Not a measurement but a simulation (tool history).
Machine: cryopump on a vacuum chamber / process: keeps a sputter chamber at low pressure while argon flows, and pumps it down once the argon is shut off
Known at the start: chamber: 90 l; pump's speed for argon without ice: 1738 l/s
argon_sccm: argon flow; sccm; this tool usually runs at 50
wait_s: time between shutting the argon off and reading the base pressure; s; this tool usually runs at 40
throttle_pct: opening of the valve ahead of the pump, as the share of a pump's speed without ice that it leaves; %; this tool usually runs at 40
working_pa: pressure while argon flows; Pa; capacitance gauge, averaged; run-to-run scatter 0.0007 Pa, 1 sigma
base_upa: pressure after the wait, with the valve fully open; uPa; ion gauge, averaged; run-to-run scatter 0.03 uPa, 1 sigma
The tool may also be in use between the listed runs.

run    day  argon_sccm  wait_s  throttle_pct  working_pa  base_upa
  1  0.000          50      40            40      0.1316      1.89
  2  1.058         100      40            40      0.2648      1.96
  3  2.062          50      40            40      0.1310      1.95
  4  3.062          31      40            40      0.0810      1.98
  5  3.900          43      40            40      0.1157      2.09
  6  5.046          43      40            51      0.0915      2.12
  7  5.604          26     283            51      0.0556      1.00
  8  6.267          39     178            42      0.0998      1.21
  9  6.883          69      32            58      0.1317      2.48
 10  7.838          69      32            58      0.1327      2.55
 11  8.358          69      32            58      0.1329      2.63

Here are 4 independent what-if runs from the current tool condition. What would each one return?
  A  9.075          30      36            40           ?         ?
  B  9.075          50     168            40           ?         ?
  C  9.075          50      40            37           ?         ?
  D  9.075          44     260            22           ?         ?

run  working_pa  base_upa
  A      0.0789      2.49
  B      0.1324      1.33
  C      0.1432      2.29
  D      0.2049      1.23
The same runs, with their run-to-run variation unchanged, on a tool lacking any hidden condition would have given:
run  working_pa  base_upa
  A      0.0716      1.67
  B      0.1202      0.48
  C      0.1309      1.48
  D      0.1940      0.41

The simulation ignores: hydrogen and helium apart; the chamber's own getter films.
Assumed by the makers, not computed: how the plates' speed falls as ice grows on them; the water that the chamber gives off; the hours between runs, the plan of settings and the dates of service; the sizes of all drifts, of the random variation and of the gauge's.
